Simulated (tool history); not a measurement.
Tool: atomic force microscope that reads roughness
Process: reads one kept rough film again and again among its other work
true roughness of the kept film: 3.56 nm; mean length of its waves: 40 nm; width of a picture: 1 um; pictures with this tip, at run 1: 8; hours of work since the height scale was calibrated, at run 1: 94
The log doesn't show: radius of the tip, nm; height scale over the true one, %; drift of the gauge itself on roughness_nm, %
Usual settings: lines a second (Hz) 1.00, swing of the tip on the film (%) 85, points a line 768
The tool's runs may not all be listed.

run	hour	lines a second (Hz)	swing of the tip on the film (%)	points a line	pictures with this tip	hours of work since the height scale was calibrated	roughness of the kept film (nm (root mean square))
1	0.0	1.00	85	768	8	94	2.938
2	20.7	1.00	85	994	29	103	2.858
3	32.1	1.00	85	768	41	108	2.833
4	45.8	1.35	85	768	55	114	2.656
5	60.5	1.35	85	768	70	121	2.628
# hour 63.5: new tip fitted
6	84.9	1.00	85	768	22	131	2.885
7	104.2	1.00	85	768	42	140	2.827
8	119.2	1.00	85	768	57	146	2.750
9	129.5	1.00	85	768	68	151	2.739
# hour 135.9: new tip fitted
10	151.1	1.00	85	768	16	160	2.904
11	164.7	1.00	85	768	30	166	2.866
12	179.4	1.00	85	768	45	172	2.776
13	193.9	1.00	85	768	60	179	2.776
# hour 207.9: new tip fitted
14	209.2	1.00	85	768	2	185	2.959
15	231.8	1.00	85	524	25	195	2.864
16	250.4	1.00	85	619	44	203	2.787
17	274.2	1.00	67	768	69	214	2.923
# hour 279.3: new tip fitted
18	297.8	1.00	85	331	19	224	2.866
19	319.6	1.00	85	349	41	233	2.810
20	339.2	1.00	85	349	62	242	2.719
# hour 350.3: new tip fitted
21	353.9	1.33	85	768	3	248	2.842
22	376.9	1.33	85	768	27	258	2.767
23	398.3	1.33	85	768	49	268	2.683
24	410.5	1.33	85	768	62	273	2.614
# hour 422.0: new tip fitted
25	422.2	1.00	85	768	0	278	2.976
26	436.4	1.00	85	768	14	284	2.898
27	454.5	1.00	85	768	33	292	2.830
28	470.1	2.94	85	431	49	299	2.234
# hour 493.6: new tip fitted
29	493.9	0.53	63	274	0	309	3.294
30	516.1	1.57	55	768	23	319	3.174
31	526.9	0.56	85	768	35	324	3.003
32	546.0	0.56	85	768	54	332	2.940
33	561.9	2.22	89	768	71	339	2.265
# hour 565.0: new tip fitted
34	573.3	1.48	69	663	9	344	3.066
35	594.0	1.48	69	531	31	353	2.975
36	616.0	1.48	69	531	53	362	2.920
# hour 635.8: new tip fitted
37	636.0	1.48	69	531	1	371	3.096
38	648.2	1.39	81	788	13	376	2.879
39	663.6	1.39	81	788	29	383	2.823
40	674.3	0.79	85	768	40	388	2.863
41	690.2	2.53	69	288	57	395	2.704
# hour 706.4: new tip fitted
42	708.0	2.53	69	288	2	402	2.932
43	724.3	2.47	60	288	19	409	3.017
44	736.2	0.56	71	573	31	415	3.122

The next listed run, before its measurement:
45	753.7	0.56	71	573	49	422	?

{"run 45": {"roughness of the kept film (nm (root mean square))": 3.045}}
Without the tool's hidden state the same run would have given roughness of the kept film (nm (root mean square)) 3.261.

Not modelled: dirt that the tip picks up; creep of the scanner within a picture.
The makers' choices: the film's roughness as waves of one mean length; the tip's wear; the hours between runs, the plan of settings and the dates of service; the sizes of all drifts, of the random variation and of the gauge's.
